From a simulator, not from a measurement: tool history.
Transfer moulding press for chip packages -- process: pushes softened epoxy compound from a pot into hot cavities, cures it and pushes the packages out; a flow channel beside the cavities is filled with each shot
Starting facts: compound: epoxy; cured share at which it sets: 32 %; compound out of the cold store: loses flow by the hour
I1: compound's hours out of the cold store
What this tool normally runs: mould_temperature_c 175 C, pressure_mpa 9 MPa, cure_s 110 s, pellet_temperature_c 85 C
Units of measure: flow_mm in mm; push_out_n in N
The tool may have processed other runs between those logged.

Run 1, hour 0: usual settings; I1 25.4. Result: flow_mm 723 mm, push_out_n 268 N.
Run 2, hour 20.8: usual settings but cure_s 124 s; I1 25.7. Result: flow_mm 721 mm, push_out_n 273 N.
At hour 41.6: cavities cleaned with cleaning compound and waxed.
Run 3, hour 52.6: usual settings but cure_s 124 s; I1 45.7. Result: flow_mm 680 mm, push_out_n 243 N.
Run 4, hour 67.3: usual settings but cure_s 124 s; I1 18. Result: flow_mm 729 mm, push_out_n 271 N.
Run 5, hour 85.9: usual settings; I1 9.4. Result: flow_mm 747 mm, push_out_n 338 N.
At hour 93.7: cavities cleaned with cleaning compound and waxed.
Run 6, hour 117.5: usual settings; I1 9. Result: flow_mm 748 mm, push_out_n 312 N.
At hour 122: mould's thermocouples calibrated.
At hour 148.5: cavities cleaned with cleaning compound and waxed.
Run 7, hour 151: usual settings but mould_temperature_c 179 C, pressure_mpa 7.12 MPa, cure_s 98 s; I1 42.6. Result: flow_mm 586 mm, push_out_n 256 N.
Run 8, hour 177: usual settings but mould_temperature_c 173 C, pressure_mpa 7.73 MPa, cure_s 104 s, pellet_temperature_c 75 C; I1 36.2. Result: flow_mm 633 mm, push_out_n 444 N.
At hour 197.3: mould's thermocouples calibrated, once more.
At hour 202.3: cavities cleaned with cleaning compound and waxed.
Run 9, hour 202.3: usual settings but mould_temperature_c 171 C, pressure_mpa 8.67 MPa, cure_s 127 s; I1 45.3. Result: flow_mm 650 mm, push_out_n 244 N.
Run 10, hour 223.3: usual settings but mould_temperature_c 177 C, pressure_mpa 9.08 MPa, cure_s 123 s, pellet_temperature_c 91 C; I1 39. Result: flow_mm 669 mm, push_out_n 238 N.
Run 11, hour 236.3: usual settings but mould_temperature_c 172 C, pressure_mpa 7.01 MPa, cure_s 144 s, pellet_temperature_c 83 C; I1 15.7. Result: flow_mm 627 mm, push_out_n 277 N.
At hour 254.6: cavities cleaned with cleaning compound and waxed.
Run 12, hour 267: usual settings but mould_temperature_c 172 C, pressure_mpa 7.01 MPa, cure_s 144 s, pellet_temperature_c 83 C; I1 38.8. Result: flow_mm 586 mm, push_out_n 240 N.

3 ways to go on from here, each from the tool as it stands after run 12. What would each give?
Run A, hour 294.5: usual settings but mould_temperature_c 172 C, pressure_mpa 7.01 MPa, cure_s 134 s, pellet_temperature_c 84 C; I1 22.2. Result: flow_mm ?, push_out_n ?.
Run B, hour 294.5: usual settings but pressure_mpa 7.31 MPa; I1 15.3. Result: flow_mm ?, push_out_n ?.
Run C, hour 294.5: usual settings but mould_temperature_c 170 C, pressure_mpa 7.55 MPa, cure_s 118 s; I1 27.2. Result: flow_mm ?, push_out_n ?.

run  flow_mm  push_out_n
  A      610         283
  B      631         314
  C      632         389
Without the tool's unlogged condition, the same runs would have read:
run  flow_mm  push_out_n
  A      652         218
  B      675         240
  C      676         301
